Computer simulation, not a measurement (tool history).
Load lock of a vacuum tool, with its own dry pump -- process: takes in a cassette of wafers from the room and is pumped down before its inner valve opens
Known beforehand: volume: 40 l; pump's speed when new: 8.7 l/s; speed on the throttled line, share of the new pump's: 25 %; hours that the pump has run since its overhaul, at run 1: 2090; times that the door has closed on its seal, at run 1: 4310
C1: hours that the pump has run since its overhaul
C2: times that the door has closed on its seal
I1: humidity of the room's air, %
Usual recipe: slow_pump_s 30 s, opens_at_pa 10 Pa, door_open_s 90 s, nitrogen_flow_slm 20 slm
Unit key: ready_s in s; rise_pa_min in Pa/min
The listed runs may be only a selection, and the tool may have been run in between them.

run 1 hour=0.0 | slow_pump_s=30 opens_at_pa=10 door_open_s=90 nitrogen_flow_slm=20 | C1=2090 C2=4310 | I1=43.3 | ready_s=66.6 rise_pa_min=0.031
run 2 hour=183.8 | slow_pump_s=30 opens_at_pa=10 door_open_s=90 nitrogen_flow_slm=20 | C1=2274 C2=5157 | I1=45.3 | ready_s=67.3 rise_pa_min=0.038
run 3 hour=335.5 | slow_pump_s=30 opens_at_pa=10 door_open_s=90 nitrogen_flow_slm=20 | C1=2425 C2=5855 | I1=48.8 | ready_s=67.0 rise_pa_min=0.041
run 4 hour=534.9 | slow_pump_s=30 opens_at_pa=10 door_open_s=66 nitrogen_flow_slm=20 | C1=2625 C2=6774 | I1=44.0 | ready_s=67.1 rise_pa_min=0.036
run 5 hour=650.8 | slow_pump_s=30 opens_at_pa=10 door_open_s=176 nitrogen_flow_slm=20 | C1=2741 C2=7308 | I1=43.6 | ready_s=67.4 rise_pa_min=0.052
run 6 hour=754.7 | slow_pump_s=22 opens_at_pa=10 door_open_s=176 nitrogen_flow_slm=20 | C1=2844 C2=7786 | I1=45.9 | ready_s=60.5 rise_pa_min=0.048
run 7 hour=854.8 | slow_pump_s=30 opens_at_pa=10 door_open_s=90 nitrogen_flow_slm=20 | C1=2945 C2=8247 | I1=41.5 | ready_s=67.5 rise_pa_min=0.049
run 8 hour=1042.6 | slow_pump_s=30 opens_at_pa=10 door_open_s=90 nitrogen_flow_slm=20 | C1=3132 C2=9113 | I1=46.0 | ready_s=66.9 rise_pa_min=0.056
run 9 hour=1178.4 | slow_pump_s=30 opens_at_pa=10 door_open_s=90 nitrogen_flow_slm=20 | C1=3268 C2=9738 | I1=43.5 | ready_s=67.5 rise_pa_min=0.051
run 10 hour=1309.7 | slow_pump_s=30 opens_at_pa=10 door_open_s=90 nitrogen_flow_slm=13 | C1=3399 C2=10343 | I1=45.6 | ready_s=66.7 rise_pa_min=0.065
run 11 hour=1417.3 | slow_pump_s=30 opens_at_pa=10 door_open_s=90 nitrogen_flow_slm=13 | C1=3507 C2=10838 | I1=45.8 | ready_s=67.2 rise_pa_min=0.064
run 12 hour=1504.5 | slow_pump_s=30 opens_at_pa=10 door_open_s=90 nitrogen_flow_slm=13 | C1=3594 C2=11240 | I1=44.9 | ready_s=67.8 rise_pa_min=0.067
run 13 hour=1635.3 | slow_pump_s=30 opens_at_pa=10 door_open_s=233 nitrogen_flow_slm=20 | C1=3725 C2=11842 | I1=40.9 | ready_s=67.2 rise_pa_min=0.076
run 14 hour=1792.4 | slow_pump_s=30 opens_at_pa=10 door_open_s=90 nitrogen_flow_slm=10 | C1=3882 C2=12566 | I1=44.6 | ready_s=68.3 rise_pa_min=0.069
run 15 hour=1909.7 | slow_pump_s=30 opens_at_pa=10 door_open_s=90 nitrogen_flow_slm=16 | C1=3999 C2=13107 | I1=48.6 | ready_s=68.2 rise_pa_min=0.073
run 16 hour=2101.3 | slow_pump_s=30 opens_at_pa=10 door_open_s=235 nitrogen_flow_slm=20 | C1=4191 C2=13989 | I1=46.8 | ready_s=67.9 rise_pa_min=0.092
run 17 hour=2257.2 | slow_pump_s=16 opens_at_pa=10 door_open_s=90 nitrogen_flow_slm=20 | C1=4347 C2=14707 | I1=44.2 | ready_s=57.0 rise_pa_min=0.083
run 18 hour=2433.7 | slow_pump_s=16 opens_at_pa=10 door_open_s=90 nitrogen_flow_slm=20 | C1=4523 C2=15520 | I1=45.4 | ready_s=57.5 rise_pa_min=0.090
run 19 hour=2543.8 | slow_pump_s=16 opens_at_pa=10 door_open_s=90 nitrogen_flow_slm=20 | C1=4634 C2=16027 | I1=45.7 | ready_s=58.5 rise_pa_min=0.084
run 20 hour=2727.7 | slow_pump_s=16 opens_at_pa=7 door_open_s=41 nitrogen_flow_slm=14 | C1=4817 C2=16875 | I1=46.4 | ready_s=60.3 rise_pa_min=0.087
run 21 hour=2864.4 | slow_pump_s=31 opens_at_pa=19 door_open_s=29 nitrogen_flow_slm=12 | C1=4954 C2=17504 | I1=47.5 | ready_s=66.2 rise_pa_min=0.094
run 22 hour=3059.2 | slow_pump_s=31 opens_at_pa=19 door_open_s=29 nitrogen_flow_slm=12 | C1=5149 C2=18401 | I1=46.6 | ready_s=65.7 rise_pa_min=0.100
run 23 hour=3153.3 | slow_pump_s=31 opens_at_pa=19 door_open_s=29 nitrogen_flow_slm=12 | C1=5243 C2=18835 | I1=47.8 | ready_s=65.8 rise_pa_min=0.107
run 24 hour=3359.7 | slow_pump_s=19 opens_at_pa=11 door_open_s=90 nitrogen_flow_slm=20 | C1=5449 C2=19785 | I1=41.9 | ready_s=60.6 rise_pa_min=0.112
run 25 hour=3470.5 | slow_pump_s=25 opens_at_pa=11 door_open_s=90 nitrogen_flow_slm=20 | C1=5560 C2=20296 | I1=45.4 | ready_s=64.6 rise_pa_min=0.120
run 26 hour=3663.6 | slow_pump_s=27 opens_at_pa=16 door_open_s=50 nitrogen_flow_slm=11 | C1=5753 C2=21186 | I1=46.7 | ready_s=64.1 rise_pa_min=0.129
run 27 hour=3820.5 | slow_pump_s=27 opens_at_pa=16 door_open_s=48 nitrogen_flow_slm=6 | C1=5910 C2=21908 | I1=45.5 | ready_s=64.5 rise_pa_min=0.138
run 28 hour=3989.2 | slow_pump_s=52 opens_at_pa=11 door_open_s=32 nitrogen_flow_slm=42 | C1=6079 C2=22685 | I1=45.0 | ready_s=84.8 rise_pa_min=0.130
run 29 hour=4158.1 | slow_pump_s=35 opens_at_pa=11 door_open_s=32 nitrogen_flow_slm=5 | C1=6248 C2=23463 | I1=42.6 | ready_s=72.0 rise_pa_min=0.142
run 30 hour=4320.5 | slow_pump_s=30 opens_at_pa=10 door_open_s=34 nitrogen_flow_slm=20 | C1=6410 C2=24211 | I1=42.0 | ready_s=68.8 rise_pa_min=0.143
run 31 hour=4509.0 | slow_pump_s=30 opens_at_pa=17 door_open_s=90 nitrogen_flow_slm=20 | C1=6599 C2=25080 | I1=45.9 | ready_s=66.0 rise_pa_min=0.160
run 32 hour=4674.9 | slow_pump_s=30 opens_at_pa=17 door_open_s=90 nitrogen_flow_slm=20 | C1=6765 C2=25844 | I1=46.1 | ready_s=66.4 rise_pa_min=0.167
run 33 hour=4771.2 | slow_pump_s=30 opens_at_pa=17 door_open_s=90 nitrogen_flow_slm=20 | C1=6861 C2=26287 | I1=45.5 | ready_s=66.8 rise_pa_min=0.170

What would each run have given without the hidden state, its run-to-run variation left as it was?
Hidden state present: pump's speed, % of a new pump's; leak at the door's seal, Pa l/s; drift of the gauge itself on ready_s, %; drift of the gauge itself on rise_pa_min, %.
run=1 ready_s=65.2 rise_pa_min=0.016
run=2 ready_s=65.8 rise_pa_min=0.020
run=3 ready_s=65.4 rise_pa_min=0.021
run=4 ready_s=65.4 rise_pa_min=0.013
run=5 ready_s=65.6 rise_pa_min=0.026
run=6 ready_s=58.7 rise_pa_min=0.020
run=7 ready_s=65.7 rise_pa_min=0.019
run=8 ready_s=64.9 rise_pa_min=0.022
run=9 ready_s=65.5 rise_pa_min=0.015
run=10 ready_s=64.7 rise_pa_min=0.025
run=11 ready_s=65.1 rise_pa_min=0.022
run=12 ready_s=65.6 rise_pa_min=0.023
run=13 ready_s=65.0 rise_pa_min=0.030
run=14 ready_s=65.9 rise_pa_min=0.020
run=15 ready_s=65.8 rise_pa_min=0.020
run=16 ready_s=65.4 rise_pa_min=0.033
run=17 ready_s=54.2 rise_pa_min=0.019
run=18 ready_s=54.6 rise_pa_min=0.021
run=19 ready_s=55.5 rise_pa_min=0.014
run=20 ready_s=57.1 rise_pa_min=0.013
run=21 ready_s=63.6 rise_pa_min=0.013
run=22 ready_s=63.0 rise_pa_min=0.014
run=23 ready_s=63.1 rise_pa_min=0.016
run=24 ready_s=57.2 rise_pa_min=0.017
run=25 ready_s=61.3 rise_pa_min=0.019
run=26 ready_s=60.9 rise_pa_min=0.022
run=27 ready_s=61.2 rise_pa_min=0.025
run=28 ready_s=81.9 rise_pa_min=0.014
run=29 ready_s=68.5 rise_pa_min=0.016
run=30 ready_s=65.1 rise_pa_min=0.012
run=31 ready_s=62.4 rise_pa_min=0.021
run=32 ready_s=62.6 rise_pa_min=0.022
run=33 ready_s=63.0 rise_pa_min=0.022

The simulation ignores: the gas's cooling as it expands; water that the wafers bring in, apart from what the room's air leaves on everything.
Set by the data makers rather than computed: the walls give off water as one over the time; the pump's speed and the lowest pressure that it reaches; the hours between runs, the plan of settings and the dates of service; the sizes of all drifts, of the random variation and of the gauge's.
